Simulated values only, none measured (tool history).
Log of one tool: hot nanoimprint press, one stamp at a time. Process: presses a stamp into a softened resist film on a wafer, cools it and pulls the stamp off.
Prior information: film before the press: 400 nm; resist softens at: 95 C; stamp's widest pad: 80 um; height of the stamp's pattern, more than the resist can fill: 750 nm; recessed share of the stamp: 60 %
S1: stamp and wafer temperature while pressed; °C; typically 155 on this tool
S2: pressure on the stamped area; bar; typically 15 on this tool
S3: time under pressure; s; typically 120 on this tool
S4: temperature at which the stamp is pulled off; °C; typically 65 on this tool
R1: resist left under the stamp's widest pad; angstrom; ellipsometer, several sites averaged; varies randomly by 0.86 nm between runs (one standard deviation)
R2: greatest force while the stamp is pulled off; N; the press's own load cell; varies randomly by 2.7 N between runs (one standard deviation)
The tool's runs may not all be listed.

{"run": 1, "day": 0.0, "S1": 155, "S2": 15, "S3": 120, "S4": 65, "R1": 1814, "R2": 153}
{"run": 2, "day": 0.892, "S1": 155, "S2": 15, "S3": 120, "S4": 65, "R1": 1834, "R2": 142}
{"day": 1.512, "done": "plate thermocouple calibrated"}
{"run": 3, "day": 2.096, "S1": 155, "S2": 15, "S3": 120, "S4": 65, "R1": 2012, "R2": 150}
{"run": 4, "day": 3.638, "S1": 155, "S2": 15, "S3": 120, "S4": 65, "R1": 2013, "R2": 151}
{"run": 5, "day": 4.871, "S1": 155, "S2": 15, "S3": 120, "S4": 65, "R1": 1991, "R2": 151}
{"run": 6, "day": 6.192, "S1": 155, "S2": 15, "S3": 120, "S4": 65, "R1": 1983, "R2": 159}
{"run": 7, "day": 7.271, "S1": 155, "S2": 15, "S3": 120, "S4": 65, "R1": 1994, "R2": 163}
{"run": 8, "day": 8.592, "S1": 155, "S2": 15, "S3": 116, "S4": 65, "R1": 2011, "R2": 163}
{"run": 9, "day": 9.308, "S1": 155, "S2": 15, "S3": 84, "S4": 65, "R1": 2209, "R2": 165}
{"run": 10, "day": 10.762, "S1": 155, "S2": 15, "S3": 84, "S4": 65, "R1": 2207, "R2": 157}
{"run": 11, "day": 11.917, "S1": 155, "S2": 15, "S3": 120, "S4": 53, "R1": 1984, "R2": 179}
{"run": 12, "day": 12.575, "S1": 155, "S2": 15, "S3": 120, "S4": 53, "R1": 1946, "R2": 181}
{"run": 13, "day": 13.85, "S1": 155, "S2": 15, "S3": 120, "S4": 53, "R1": 1965, "R2": 183}
{"run": 14, "day": 14.896, "S1": 155, "S2": 15, "S3": 120, "S4": 53, "R1": 1949, "R2": 175}
{"run": 15, "day": 15.746, "S1": 155, "S2": 15, "S3": 120, "S4": 53, "R1": 1939, "R2": 182}
{"run": 16, "day": 16.858, "S1": 155, "S2": 15, "S3": 120, "S4": 53, "R1": 1947, "R2": 178}
{"run": 17, "day": 17.562, "S1": 157, "S2": 13.7, "S3": 173, "S4": 53, "R1": 1647, "R2": 179}
{"run": 18, "day": 18.954, "S1": 157, "S2": 13.7, "S3": 173, "S4": 53, "R1": 1634, "R2": 182}
{"run": 19, "day": 19.808, "S1": 153, "S2": 15, "S3": 120, "S4": 71, "R1": 2109, "R2": 165}
{"run": 20, "day": 21.254, "S1": 150, "S2": 15, "S3": 120, "S4": 68, "R1": 2366, "R2": 176}
{"run": 21, "day": 22.446, "S1": 155, "S2": 19.9, "S3": 120, "S4": 65, "R1": 1669, "R2": 178}
{"day": 24.058, "done": "press's hydraulic seals changed and the load cell set to zero"}
{"run": 22, "day": 24.15, "S1": 155, "S2": 19.9, "S3": 120, "S4": 65, "R1": 1626, "R2": 176}
{"run": 23, "day": 24.9, "S1": 154, "S2": 9.2, "S3": 143, "S4": 67, "R1": 2385, "R2": 177}
{"run": 24, "day": 26.212, "S1": 154, "S2": 9.2, "S3": 143, "S4": 67, "R1": 2368, "R2": 181}
{"run": 25, "day": 27.067, "S1": 154, "S2": 9.2, "S3": 143, "S4": 67, "R1": 2357, "R2": 178}
{"run": 26, "day": 28.096, "S1": 154, "S2": 9.2, "S3": 143, "S4": 67, "R1": 2355, "R2": 182}
{"run": 27, "day": 28.775, "S1": 154, "S2": 9.2, "S3": 143, "S4": 67, "R1": 2340, "R2": 185}
{"run": 28, "day": 30.108, "S1": 152, "S2": 9.4, "S3": 98, "S4": 52, "R1": 2747, "R2": 199}
{"run": 29, "day": 31.267, "S1": 155, "S2": 15, "S3": 187, "S4": 65, "R1": 1599, "R2": 191}

5 options for the next run, each taken on its own from the tool as it stands now. Forecast them:
{"run": "A", "day": 32.467, "S1": 155, "S2": 15, "S3": 187, "S4": 70, "R1": "?", "R2": "?"}
{"run": "B", "day": 32.467, "S1": 151, "S2": 20.6, "S3": 100, "S4": 65, "R1": "?", "R2": "?"}
{"run": "C", "day": 32.467, "S1": 155, "S2": 17.6, "S3": 187, "S4": 65, "R1": "?", "R2": "?"}
{"run": "D", "day": 32.467, "S1": 155, "S2": 18.6, "S3": 118, "S4": 52, "R1": "?", "R2": "?"}
{"run": "E", "day": 32.467, "S1": 145, "S2": 15.7, "S3": 120, "S4": 65, "R1": "?", "R2": "?"}

run=A R1=1581 R2=190
run=B R1=2001 R2=190
run=C R1=1449 R2=188
run=D R1=1665 R2=197
run=E R1=2753 R2=182
With no hidden state in the tool, these same runs would have given:
run=A R1=1691 R2=124
run=B R1=2131 R2=124
run=C R1=1551 R2=124
run=D R1=1777 R2=129
run=E R1=2899 R2=119
